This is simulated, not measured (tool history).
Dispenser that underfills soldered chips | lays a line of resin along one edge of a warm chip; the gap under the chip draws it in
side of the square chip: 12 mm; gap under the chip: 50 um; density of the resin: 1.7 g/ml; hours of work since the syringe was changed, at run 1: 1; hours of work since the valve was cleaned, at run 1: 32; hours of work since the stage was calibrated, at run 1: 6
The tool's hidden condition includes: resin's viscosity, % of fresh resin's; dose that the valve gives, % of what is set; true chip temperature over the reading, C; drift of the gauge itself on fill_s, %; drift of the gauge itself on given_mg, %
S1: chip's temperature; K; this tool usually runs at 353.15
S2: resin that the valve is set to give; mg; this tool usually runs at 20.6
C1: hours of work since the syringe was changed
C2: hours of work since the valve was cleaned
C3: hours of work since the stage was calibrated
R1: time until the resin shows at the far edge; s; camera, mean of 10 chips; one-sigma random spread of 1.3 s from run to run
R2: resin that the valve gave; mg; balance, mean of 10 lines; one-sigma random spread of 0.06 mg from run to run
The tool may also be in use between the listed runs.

run	hour	S1	S2	C1	C2	C3	R1	R2
1	0.0	353.15	20.6	1	32	6	138.7	20.12
2	6.6	353.15	20.6	6	36	10	163.8	20.04
3	12.2	353.15	20.6	9	40	14	187.5	19.98
# hour 15.0: new syringe of resin
4	22.3	353.15	20.6	5	46	20	154.1	19.92
5	29.2	353.15	20.6	9	50	25	183.5	19.96
# hour 32.0: new syringe of resin
6	38.8	340.15	20.6	4	56	31	264.5	19.92
7	47.4	340.15	20.6	10	62	36	330.2	19.87
# hour 49.3: new syringe of resin
8	53.7	340.15	20.6	3	66	40	252.5	19.66
9	59.9	364.15	19.1	7	70	44	112.8	18.31
# hour 66.3: new syringe of resin
10	68.9	356.15	19.1	2	75	50	123.6	18.17
11	79.4	349.15	17.7	8	82	57	211.2	16.85
# hour 83.6: new syringe of resin
12	87.6	349.15	23.4	3	87	62	165.6	22.19
13	93.7	349.15	23.4	6	91	65	192.0	22.07
14	99.4	342.15	26.6	10	95	69	286.0	25.00

Describe how what the log doesn't record of the tool's condition differs between the last listed run preceding each entry between runs and the first listed run following it.
After run 3, before run 4: new syringe of resin (hour 15.0)
  resin's viscosity, % of fresh resin's: 140 -> 118.7; dose that the valve gives, % of what is set: 97.28 -> 96.96; true chip temperature over the reading, C: 0.03 -> 0.01
  measured minus no-state result, R1: +53.6 -> +24.7 s; R2: -0.55 -> -0.62 mg
After run 5, before run 6: new syringe of resin (hour 32.0)
  resin's viscosity, % of fresh resin's: 138.5 -> 117.7; dose that the valve gives, % of what is set: 96.73 -> 96.39; true chip temperature over the reading, C: -0.01 -> -0.04
  measured minus no-state result, R1: +51.5 -> +40.9 s; R2: -0.68 -> -0.75 mg
After run 7, before run 8: new syringe of resin (hour 49.3)
  resin's viscosity, % of fresh resin's: 142.8 -> 110.4; dose that the valve gives, % of what is set: 96.08 -> 95.88; true chip temperature over the reading, C: -0.07 -> -0.08
  measured minus no-state result, R1: +100.6 -> +25.7 s; R2: -0.81 -> -0.84 mg
After run 9, before run 10: new syringe of resin (hour 66.3)
  resin's viscosity, % of fresh resin's: 126.8 -> 104.3; dose that the valve gives, % of what is set: 95.65 -> 95.36; true chip temperature over the reading, C: -0.1 -> -0.13
  measured minus no-state result, R1: +24.7 -> +6.5 s; R2: -0.83 -> -0.89 mg
After run 11, before run 12: new syringe of resin (hour 83.6)
  resin's viscosity, % of fresh resin's: 132.1 -> 107.4; dose that the valve gives, % of what is set: 94.97 -> 94.69; true chip temperature over the reading, C: -0.16 -> -0.18
  measured minus no-state result, R1: +54.2 -> +13.0 s; R2: -0.89 -> -1.25 mg
